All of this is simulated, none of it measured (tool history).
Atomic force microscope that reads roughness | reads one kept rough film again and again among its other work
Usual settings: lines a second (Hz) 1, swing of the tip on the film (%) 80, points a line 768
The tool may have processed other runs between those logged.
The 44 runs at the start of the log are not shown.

run    hour  lines a second (Hz)  swing of the tip on the film (%)  points a line  pictures with this tip  hours of work since the height scale was calibrated  roughness of the kept film (nm (root mean square))
 45    1382                 0.62                                77            698                      39                                                  320                                               3.441
 46  1412.1                 1.73                                85           1017                      63                                                  333                                               3.159
 47  1452.4                 1.73                                85           1017                      95                                                  350                                               3.132
     1471.8  -- new tip fitted
 48  1493.7                 1.73                                66           1017                      17                                                  368                                               3.436
 49  1535.4                 0.61                                71            886                      50                                                  386                                               3.468
 50  1578.8                 0.61                                71            886                      85                                                  405                                               3.422
     1610.5  -- new tip fitted
 51  1618.5                 1.07                                61            336                       6                                                  422                                                3.51
 52  1650.5                 1.07                                61            336                      32                                                  436                                               3.491

Predict each of these 4 candidate next runs independently; none follows another, all start after run 52:
  A  1675.3                    1                                80            771                      51                                                  447                                                   ?
  B  1675.3                    1                                78            584                      51                                                  447                                                   ?
  C  1675.3                    1                                89            340                      51                                                  447                                                   ?
  D  1675.3                 1.07                                65            336                      51                                                  447                                                   ?

run  roughness of the kept film (nm (root mean square))
  A                                               3.362
  B                                               3.355
  C                                                3.25
  D                                               3.438
With the hidden condition removed and each run's random variation left untouched, the same runs would have given:
run  roughness of the kept film (nm (root mean square))
  A                                               3.464
  B                                               3.457
  C                                               3.348
  D                                               3.543

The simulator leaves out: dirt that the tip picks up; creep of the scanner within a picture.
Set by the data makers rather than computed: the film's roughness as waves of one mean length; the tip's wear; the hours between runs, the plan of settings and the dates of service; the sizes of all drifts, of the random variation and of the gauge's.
